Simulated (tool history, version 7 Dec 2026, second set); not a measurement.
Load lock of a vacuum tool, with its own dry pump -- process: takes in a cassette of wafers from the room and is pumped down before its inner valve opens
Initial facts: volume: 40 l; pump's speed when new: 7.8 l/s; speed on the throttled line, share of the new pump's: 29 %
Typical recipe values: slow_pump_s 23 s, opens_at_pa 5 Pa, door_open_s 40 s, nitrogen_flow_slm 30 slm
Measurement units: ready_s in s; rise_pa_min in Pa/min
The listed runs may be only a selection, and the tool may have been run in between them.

| run | day | slow_pump_s | opens_at_pa | door_open_s | nitrogen_flow_slm | incoming humidity of the room's air, % | ready_s | rise_pa_min |
|---|---|---|---|---|---|---|---|---|
| 1 | 0 | 23 | 5 | 40 | 30 | 44.4 | 75.7 | 0.099 |
| 2 | 16.683 | 23 | 5 | 40 | 30 | 43 | 76.8 | 0.099 |
| 3 | 34.396 | 23 | 9 | 40 | 30 | 44.3 | 72.2 | 0.108 |
| 4 | 53.146 | 23 | 5 | 174 | 30 | 43 | 78.1 | 0.148 |
| 5 | 64.7 | 23 | 5 | 38 | 30 | 43.5 | 77.5 | 0.113 |
| 6 | 75.3 | 23 | 5 | 38 | 14 | 47.9 | 77.2 | 0.123 |
| 7 | 83.504 | 23 | 5 | 40 | 30 | 47.6 | 78.1 | 0.118 |
| 8 | 101.871 | 23 | 5 | 40 | 30 | 42.5 | 78.5 | 0.119 |
| 9 | 119.225 | 23 | 5 | 40 | 30 | 46.8 | 78.6 | 0.122 |
| 10 | 137.462 | 32 | 5 | 146 | 30 | 43.1 | 83.9 | 0.15 |
| 11 | 146.983 | 23 | 7 | 28 | 30 | 43 | 78 | 0.121 |
| 12 | 155.121 | 14 | 5 | 40 | 30 | 43.6 | 75.1 | 0.13 |
| 13 | 172.092 | 14 | 5 | 40 | 30 | 45.8 | 61.3 | 0.132 |
| 14 | 185.167 | 14 | 5 | 40 | 30 | 47.2 | 60.7 | 0.128 |
| 15 | 195.904 | 20 | 5 | 64 | 36 | 47.3 | 67.4 | 0.135 |
| 16 | 209.567 | 20 | 5 | 64 | 36 | 45.3 | 67 | 0.138 |

The log once held 1 entry between its listed runs, left out of this copy. Where does each go, and what is different about the tool's unlogged condition between the listed run before it and the listed run after it?
Logged between run 12 and run 13: dry pump taken out, an overhauled one fitted (day 158.542)
  pump's speed, % of a new pump's: 79.2 -> 99.5; leak at the door's seal, Pa l/s: 0.0642 -> 0.0659
  measured less the result without the state, ready_s: +12.7 -> +0.2 s; rise_pa_min: +0.094 -> +0.096 Pa/min
